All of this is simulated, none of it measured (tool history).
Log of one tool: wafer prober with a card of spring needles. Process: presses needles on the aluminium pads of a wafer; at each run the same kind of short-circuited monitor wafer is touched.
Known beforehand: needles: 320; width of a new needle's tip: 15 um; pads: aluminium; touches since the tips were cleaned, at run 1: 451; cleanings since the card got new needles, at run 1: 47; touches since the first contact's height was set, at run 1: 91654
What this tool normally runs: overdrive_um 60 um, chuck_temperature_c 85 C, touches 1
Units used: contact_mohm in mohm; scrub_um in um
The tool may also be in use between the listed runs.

run	day	overdrive_um	chuck_temperature_c	touches	touches since the tips were cleaned	cleanings since the card got new needles	touches since the first contact's height was set	contact_mohm	scrub_um
1	0.000	60	85	1	451	47	91654	233	14.90
# day 0.092: tips cleaned on abrasive film
# day 0.212: tips cleaned on abrasive film
# day 0.367: tips cleaned on abrasive film
# day 0.517: tips cleaned on abrasive film
# day 0.667: tips cleaned on abrasive film
# day 0.821: tips cleaned on abrasive film
# day 0.971: tips cleaned on abrasive film
# day 1.121: tips cleaned on abrasive film
# day 1.271: tips cleaned on abrasive film
# day 1.396: tips cleaned on abrasive film
# day 1.546: tips cleaned on abrasive film
# day 1.696: tips cleaned on abrasive film
# day 1.850: tips cleaned on abrasive film
# day 2.000: tips cleaned on abrasive film
2	2.058	60	85	1	823	61	119395	234	14.73
# day 2.121: tips cleaned on abrasive film
# day 2.275: tips cleaned on abrasive film
# day 2.396: tips cleaned on abrasive film
# day 2.546: tips cleaned on abrasive film
# day 2.696: tips cleaned on abrasive film
# day 2.850: tips cleaned on abrasive film
# day 2.971: tips cleaned on abrasive film
# day 3.121: tips cleaned on abrasive film
# day 3.271: tips cleaned on abrasive film
# day 3.425: tips cleaned on abrasive film
# day 3.546: tips cleaned on abrasive film
# day 3.696: tips cleaned on abrasive film
# day 3.850: tips cleaned on abrasive film
# day 4.000: tips cleaned on abrasive film
# day 4.125: tips cleaned on abrasive film
3	4.125	60	85	1	0	76	147184	241	14.99
# day 4.246: tips cleaned on abrasive film
# day 4.400: tips cleaned on abrasive film
# day 4.550: tips cleaned on abrasive film
# day 4.671: tips cleaned on abrasive film
# day 4.821: tips cleaned on abrasive film
# day 4.946: tips cleaned on abrasive film
# day 5.096: tips cleaned on abrasive film
4	5.171	60	85	1	1066	83	161304	238	14.64
# day 5.233: tips cleaned on abrasive film
# day 5.358: tips cleaned on abrasive film
# day 5.508: tips cleaned on abrasive film
# day 5.658: tips cleaned on abrasive film
# day 5.812: tips cleaned on abrasive film
# day 5.962: tips cleaned on abrasive film
# day 6.112: tips cleaned on abrasive film
# day 6.262: tips cleaned on abrasive film
# day 6.388: tips cleaned on abrasive film
5	6.475	53	85	1	1255	92	178872	240	12.97
# day 6.508: tips cleaned on abrasive film
# day 6.608: height of the first contact set anew
# day 6.642: tips cleaned on abrasive film
# day 6.796: tips cleaned on abrasive film
# day 6.946: tips cleaned on abrasive film
# day 7.096: tips cleaned on abrasive film
# day 7.250: tips cleaned on abrasive film
# day 7.400: tips cleaned on abrasive film
# day 7.550: tips cleaned on abrasive film
# day 7.671: tips cleaned on abrasive film
# day 7.825: tips cleaned on abrasive film
6	7.829	53	85	1	92	102	16405	242	12.96
# day 7.954: tips cleaned on abrasive film
# day 8.075: tips cleaned on abrasive film
# day 8.225: tips cleaned on abrasive film
# day 8.375: tips cleaned on abrasive film
# day 8.500: tips cleaned on abrasive film
# day 8.621: tips cleaned on abrasive film
# day 8.771: tips cleaned on abrasive film
# day 8.892: tips cleaned on abrasive film
# day 9.046: tips cleaned on abrasive film
# day 9.196: tips cleaned on abrasive film
# day 9.317: tips cleaned on abrasive film
# day 9.467: tips cleaned on abrasive film
# day 9.621: tips cleaned on abrasive film
# day 9.771: tips cleaned on abrasive film
# day 9.921: tips cleaned on abrasive film
7	9.938	53	85	1	226	117	44770	238	13.08
# day 10.058: tips cleaned on abrasive film
# day 10.212: tips cleaned on abrasive film
# day 10.362: tips cleaned on abrasive film
# day 10.512: tips cleaned on abrasive film
# day 10.667: tips cleaned on abrasive film
# day 10.817: tips cleaned on abrasive film
# day 10.967: tips cleaned on abrasive film
# day 11.117: tips cleaned on abrasive film
# day 11.242: tips cleaned on abrasive film
# day 11.375: tips cleaned on abrasive film
8	11.375	60	43	1	0	127	64125	226	15.18
# day 11.496: tips cleaned on abrasive film
# day 11.650: tips cleaned on abrasive film
# day 11.771: tips cleaned on abrasive film
# day 11.892: tips cleaned on abrasive film
# day 12.042: tips cleaned on abrasive film
# day 12.196: tips cleaned on abrasive film
# day 12.317: tips cleaned on abrasive film
# day 12.467: tips cleaned on abrasive film
# day 12.588: tips cleaned on abrasive film
# day 12.742: tips cleaned on abrasive film
# day 12.892: tips cleaned on abrasive film
# day 13.042: tips cleaned on abrasive film
# day 13.196: tips cleaned on abrasive film
# day 13.346: tips cleaned on abrasive film
9	13.392	60	43	1	647	141	91281	227	15.03
# day 13.483: tips cleaned on abrasive film
# day 13.633: tips cleaned on abrasive film
# day 13.788: tips cleaned on abrasive film
# day 13.938: tips cleaned on abrasive film
# day 14.088: tips cleaned on abrasive film
# day 14.242: tips cleaned on abrasive film
# day 14.392: tips cleaned on abrasive film
# day 14.512: tips cleaned on abrasive film
# day 14.662: tips cleaned on abrasive film
# day 14.817: tips cleaned on abrasive film
10	14.871	60	43	1	764	151	111212	228	14.90
# day 14.962: tips cleaned on abrasive film
# day 15.112: tips cleaned on abrasive film
# day 15.267: tips cleaned on abrasive film
# day 15.417: tips cleaned on abrasive film
# day 15.567: tips cleaned on abrasive film
# day 15.688: tips cleaned on abrasive film
# day 15.842: tips cleaned on abrasive film
# day 15.992: tips cleaned on abrasive film
11	16.033	60	34	1	560	159	126862	220	15.01
# day 16.125: tips cleaned on abrasive film
# day 16.246: tips cleaned on abrasive film
# day 16.396: tips cleaned on abrasive film
# day 16.550: tips cleaned on abrasive film
# day 16.700: tips cleaned on abrasive film
# day 16.850: tips cleaned on abrasive film
# day 17.004: tips cleaned on abrasive film
# day 17.154: tips cleaned on abrasive film
# day 17.275: tips cleaned on abrasive film
12	17.279	42	85	2	61	168	143641	247	10.42
# day 17.400: tips cleaned on abrasive film
# day 17.554: tips cleaned on abrasive film
# day 17.704: tips cleaned on abrasive film
# day 17.825: tips cleaned on abrasive film
# day 17.975: tips cleaned on abrasive film
# day 18.129: tips cleaned on abrasive film
# day 18.250: tips cleaned on abrasive film
# day 18.400: tips cleaned on abrasive film
13	18.467	59	42	1	908	176	159638	226	14.56
# day 18.529: tips cleaned on abrasive film
# day 18.679: tips cleaned on abrasive film
# day 18.833: tips cleaned on abrasive film
# day 18.983: tips cleaned on abrasive film
# day 19.104: tips cleaned on abrasive film
# day 19.254: tips cleaned on abrasive film
# day 19.379: tips cleaned on abrasive film
# day 19.529: tips cleaned on abrasive film
# day 19.679: tips cleaned on abrasive film
# day 19.833: tips cleaned on abrasive film
# day 19.983: tips cleaned on abrasive film
# day 20.025: height of the first contact set anew
# day 20.117: tips cleaned on abrasive film
14	20.183	59	79	1	937	188	2160	240	14.46
# day 20.246: tips cleaned on abrasive film
# day 20.400: tips cleaned on abrasive film
# day 20.550: tips cleaned on abrasive film
# day 20.700: tips cleaned on abrasive film
# day 20.821: tips cleaned on abrasive film
# day 20.975: tips cleaned on abrasive film
# day 21.125: tips cleaned on abrasive film
# day 21.246: tips cleaned on abrasive film
# day 21.400: tips cleaned on abrasive film
# day 21.550: tips cleaned on abrasive film
# day 21.700: tips cleaned on abrasive film
# day 21.850: tips cleaned on abrasive film
# day 22.004: tips cleaned on abrasive film
# day 22.125: tips cleaned on abrasive film
# day 22.275: tips cleaned on abrasive film
15	22.288	44	44	1	164	203	30462	233	11.02
# day 22.408: tips cleaned on abrasive film
# day 22.529: tips cleaned on abrasive film
# day 22.683: tips cleaned on abrasive film
# day 22.833: tips cleaned on abrasive film
# day 22.983: tips cleaned on abrasive film
# day 23.138: tips cleaned on abrasive film
# day 23.258: tips cleaned on abrasive film
# day 23.408: tips cleaned on abrasive film
16	23.412	44	44	1	42	211	45591	237	10.72
# day 23.533: tips cleaned on abrasive film
# day 23.683: tips cleaned on abrasive film
# day 23.838: tips cleaned on abrasive film
# day 23.988: tips cleaned on abrasive film
# day 24.138: tips cleaned on abrasive film
# day 24.292: tips cleaned on abrasive film
# day 24.412: tips cleaned on abrasive film
# day 24.562: tips cleaned on abrasive film
# day 24.683: tips cleaned on abrasive film
# day 24.838: tips cleaned on abrasive film
17	24.854	61	107	1	244	221	65004	244	14.91

Hidden state at the last listed run before each entry between runs and at the first one after, where it differs:
Run 1 -> run 2: tips cleaned on abrasive film (day 0.092); tips cleaned on abrasive film (day 0.212); tips cleaned on abrasive film (day 0.367); tips cleaned on abrasive film (day 0.517); tips cleaned on abrasive film (day 0.667); tips cleaned on abrasive film (day 0.821); tips cleaned on abrasive film (day 0.971); tips cleaned on abrasive film (day 1.121); tips cleaned on abrasive film (day 1.271); tips cleaned on abrasive film (day 1.396); tips cleaned on abrasive film (day 1.546); tips cleaned on abrasive film (day 1.696); tips cleaned on abrasive film (day 1.850); tips cleaned on abrasive film (day 2.000)
  debris on the tips, nm: 0.2 -> 0.4; way that the needles fall short of the set height, um: 0.03 -> 0.04
Run 2 -> run 3: tips cleaned on abrasive film (day 2.121); tips cleaned on abrasive film (day 2.275); tips cleaned on abrasive film (day 2.396); tips cleaned on abrasive film (day 2.546); tips cleaned on abrasive film (day 2.696); tips cleaned on abrasive film (day 2.850); tips cleaned on abrasive film (day 2.971); tips cleaned on abrasive film (day 3.121); tips cleaned on abrasive film (day 3.271); tips cleaned on abrasive film (day 3.425); tips cleaned on abrasive film (day 3.546); tips cleaned on abrasive film (day 3.696); tips cleaned on abrasive film (day 3.850); tips cleaned on abrasive film (day 4.000); tips cleaned on abrasive film (day 4.125)
  debris on the tips, nm: 0.4 -> 0; way that the needles fall short of the set height, um: 0.04 -> 0.05; tips' diameter, um: 15.01 -> 15.02
Run 3 -> run 4: tips cleaned on abrasive film (day 4.246); tips cleaned on abrasive film (day 4.400); tips cleaned on abrasive film (day 4.550); tips cleaned on abrasive film (day 4.671); tips cleaned on abrasive film (day 4.821); tips cleaned on abrasive film (day 4.946); tips cleaned on abrasive film (day 5.096)
  debris on the tips, nm: 0 -> 0.5; way that the needles fall short of the set height, um: 0.05 -> 0.06
Run 4 -> run 5: tips cleaned on abrasive film (day 5.233); tips cleaned on abrasive film (day 5.358); tips cleaned on abrasive film (day 5.508); tips cleaned on abrasive film (day 5.658); tips cleaned on abrasive film (day 5.812); tips cleaned on abrasive film (day 5.962); tips cleaned on abrasive film (day 6.112); tips cleaned on abrasive film (day 6.262); tips cleaned on abrasive film (day 6.388)
  nothing in the hidden state changes from one run to the other
Run 5 -> run 6: tips cleaned on abrasive film (day 6.508); height of the first contact set anew (day 6.608); tips cleaned on abrasive film (day 6.642); tips cleaned on abrasive film (day 6.796); tips cleaned on abrasive film (day 6.946); tips cleaned on abrasive film (day 7.096); tips cleaned on abrasive film (day 7.250); tips cleaned on abrasive film (day 7.400); tips cleaned on abrasive film (day 7.550); tips cleaned on abrasive film (day 7.671); tips cleaned on abrasive film (day 7.825)
  debris on the tips, nm: 0.5 -> 0.1; way that the needles fall short of the set height, um: 0.06 -> 0.01
Run 6 -> run 7: tips cleaned on abrasive film (day 7.954); tips cleaned on abrasive film (day 8.075); tips cleaned on abrasive film (day 8.225); tips cleaned on abrasive film (day 8.375); tips cleaned on abrasive film (day 8.500); tips cleaned on abrasive film (day 8.621); tips cleaned on abrasive film (day 8.771); tips cleaned on abrasive film (day 8.892); tips cleaned on abrasive film (day 9.046); tips cleaned on abrasive film (day 9.196); tips cleaned on abrasive film (day 9.317); tips cleaned on abrasive film (day 9.467); tips cleaned on abrasive film (day 9.621); tips cleaned on abrasive film (day 9.771); tips cleaned on abrasive film (day 9.921)
  way that the needles fall short of the set height, um: 0.01 -> 0.02; tips' diameter, um: 15.02 -> 15.03
Run 7 -> run 8: tips cleaned on abrasive film (day 10.058); tips cleaned on abrasive film (day 10.212); tips cleaned on abrasive film (day 10.362); tips cleaned on abrasive film (day 10.512); tips cleaned on abrasive film (day 10.667); tips cleaned on abrasive film (day 10.817); tips cleaned on abrasive film (day 10.967); tips cleaned on abrasive film (day 11.117); tips cleaned on abrasive film (day 11.242); tips cleaned on abrasive film (day 11.375)
  debris on the tips, nm: 0.1 -> 0
Run 8 -> run 9: tips cleaned on abrasive film (day 11.496); tips cleaned on abrasive film (day 11.650); tips cleaned on abrasive film (day 11.771); tips cleaned on abrasive film (day 11.892); tips cleaned on abrasive film (day 12.042); tips cleaned on abrasive film (day 12.196); tips cleaned on abrasive film (day 12.317); tips cleaned on abrasive film (day 12.467); tips cleaned on abrasive film (day 12.588); tips cleaned on abrasive film (day 12.742); tips cleaned on abrasive film (day 12.892); tips cleaned on abrasive film (day 13.042); tips cleaned on abrasive film (day 13.196); tips cleaned on abrasive film (day 13.346)
  debris on the tips, nm: 0 -> 0.3; way that the needles fall short of the set height, um: 0.02 -> 0.03
Run 9 -> run 10: tips cleaned on abrasive film (day 13.483); tips cleaned on abrasive film (day 13.633); tips cleaned on abrasive film (day 13.788); tips cleaned on abrasive film (day 13.938); tips cleaned on abrasive film (day 14.088); tips cleaned on abrasive film (day 14.242); tips cleaned on abrasive film (day 14.392); tips cleaned on abrasive film (day 14.512); tips cleaned on abrasive film (day 14.662); tips cleaned on abrasive film (day 14.817)
  way that the needles fall short of the set height, um: 0.03 -> 0.04; tips' diameter, um: 15.03 -> 15.04
Run 10 -> run 11: tips cleaned on abrasive film (day 14.962); tips cleaned on abrasive film (day 15.112); tips cleaned on abrasive film (day 15.267); tips cleaned on abrasive film (day 15.417); tips cleaned on abrasive film (day 15.567); tips cleaned on abrasive film (day 15.688); tips cleaned on abrasive film (day 15.842); tips cleaned on abrasive film (day 15.992)
  debris on the tips, nm: 0.3 -> 0.2; way that the needles fall short of the set height, um: 0.04 -> 0.05
Run 11 -> run 12: tips cleaned on abrasive film (day 16.125); tips cleaned on abrasive film (day 16.246); tips cleaned on abrasive film (day 16.396); tips cleaned on abrasive film (day 16.550); tips cleaned on abrasive film (day 16.700); tips cleaned on abrasive film (day 16.850); tips cleaned on abrasive film (day 17.004); tips cleaned on abrasive film (day 17.154); tips cleaned on abrasive film (day 17.275)
  debris on the tips, nm: 0.2 -> 0.1
Run 12 -> run 13: tips cleaned on abrasive film (day 17.400); tips cleaned on abrasive film (day 17.554); tips cleaned on abrasive film (day 17.704); tips cleaned on abrasive film (day 17.825); tips cleaned on abrasive film (day 17.975); tips cleaned on abrasive film (day 18.129); tips cleaned on abrasive film (day 18.250); tips cleaned on abrasive film (day 18.400)
  debris on the tips, nm: 0.1 -> 0.4; way that the needles fall short of the set height, um: 0.05 -> 0.06
Run 13 -> run 14: tips cleaned on abrasive film (day 18.529); tips cleaned on abrasive film (day 18.679); tips cleaned on abrasive film (day 18.833); tips cleaned on abrasive film (day 18.983); tips cleaned on abrasive film (day 19.104); tips cleaned on abrasive film (day 19.254); tips cleaned on abrasive film (day 19.379); tips cleaned on abrasive film (day 19.529); tips cleaned on abrasive film (day 19.679); tips cleaned on abrasive film (day 19.833); tips cleaned on abrasive film (day 19.983); height of the first contact set anew (day 20.025); tips cleaned on abrasive film (day 20.117)
  debris on the tips, nm: 0.4 -> 0.3; way that the needles fall short of the set height, um: 0.06 -> 0; tips' diameter, um: 15.04 -> 15.05
Run 14 -> run 15: tips cleaned on abrasive film (day 20.246); tips cleaned on abrasive film (day 20.400); tips cleaned on abrasive film (day 20.550); tips cleaned on abrasive film (day 20.700); tips cleaned on abrasive film (day 20.821); tips cleaned on abrasive film (day 20.975); tips cleaned on abrasive film (day 21.125); tips cleaned on abrasive film (day 21.246); tips cleaned on abrasive film (day 21.400); tips cleaned on abrasive film (day 21.550); tips cleaned on abrasive film (day 21.700); tips cleaned on abrasive film (day 21.850); tips cleaned on abrasive film (day 22.004); tips cleaned on abrasive film (day 22.125); tips cleaned on abrasive film (day 22.275)
  debris on the tips, nm: 0.3 -> 0.1; way that the needles fall short of the set height, um: 0 -> 0.01
Run 15 -> run 16: tips cleaned on abrasive film (day 22.408); tips cleaned on abrasive film (day 22.529); tips cleaned on abrasive film (day 22.683); tips cleaned on abrasive film (day 22.833); tips cleaned on abrasive film (day 22.983); tips cleaned on abrasive film (day 23.138); tips cleaned on abrasive film (day 23.258); tips cleaned on abrasive film (day 23.408)
  way that the needles fall short of the set height, um: 0.01 -> 0.02
Run 16 -> run 17: tips cleaned on abrasive film (day 23.533); tips cleaned on abrasive film (day 23.683); tips cleaned on abrasive film (day 23.838); tips cleaned on abrasive film (day 23.988); tips cleaned on abrasive film (day 24.138); tips cleaned on abrasive film (day 24.292); tips cleaned on abrasive film (day 24.412); tips cleaned on abrasive film (day 24.562); tips cleaned on abrasive film (day 24.683); tips cleaned on abrasive film (day 24.838)
  debris on the tips, nm: 0.1 -> 0.2
